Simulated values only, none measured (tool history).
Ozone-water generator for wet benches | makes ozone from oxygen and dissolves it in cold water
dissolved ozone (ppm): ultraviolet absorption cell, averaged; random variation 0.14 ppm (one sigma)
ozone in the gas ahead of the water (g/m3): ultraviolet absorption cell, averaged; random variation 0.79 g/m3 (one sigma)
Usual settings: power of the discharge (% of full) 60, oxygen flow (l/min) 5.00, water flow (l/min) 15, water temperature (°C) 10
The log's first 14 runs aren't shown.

run	day	power of the discharge (% of full)	oxygen flow (l/min)	water flow (l/min)	water temperature (°C)	dissolved ozone (ppm)	ozone in the gas ahead of the water (g/m3)
15	67.400	86	2.96	15	10	20.9	206.6
16	72.729	60	2.89	15	10	15.6	158.5
17	79.004	60	5.00	15	10	15.3	110.0
18	85.171	60	5.00	10	5	21.7	109.5
19	89.942	60	5.00	11	5	20.1	108.4
20	93.429	60	5.00	11	5	20.2	107.0
21	96.550	87	5.00	18	5	18.6	146.2
22	99.688	87	5.00	18	5	19.1	144.5
23	103.550	60	4.06	15	10	15.2	122.5
24	109.029	60	4.06	15	10	15.3	124.3
25	115.517	90	5.00	22	7	15.6	146.6
26	121.138	75	2.95	9	7	28.3	177.6
27	126.112	69	2.95	15	11	16.4	166.3
28	130.800	80	2.95	10	16	24.1	184.6
29	134.283	95	3.60	10	6	30.4	186.8
30	138.804	86	5.00	15	7	20.1	139.4
# day 141.254: water thermometer calibrated
31	145.008	57	6.13	17	7	13.3	88.4
32	151.229	65	4.03	17	7	14.7	129.1
33	154.817	80	4.45	15	14	17.1	140.0
34	159.046	80	4.45	15	14	17.3	138.5

Forecast each of these 3 alternatives for the next run:
A	165.712	60	3.89	15	10	?	?
B	165.712	69	3.70	12	10	?	?
C	165.712	60	5.00	13	10	?	?

run	dissolved ozone (ppm)	ozone in the gas ahead of the water (g/m3)
A	14.6	121.3
B	19.4	141.1
C	15.7	103.8
Without the tool's hidden state the same runs would have given:
run	dissolved ozone (ppm)	ozone in the gas ahead of the water (g/m3)
A	17.7	143.2
B	24.0	169.9
C	19.0	122.4
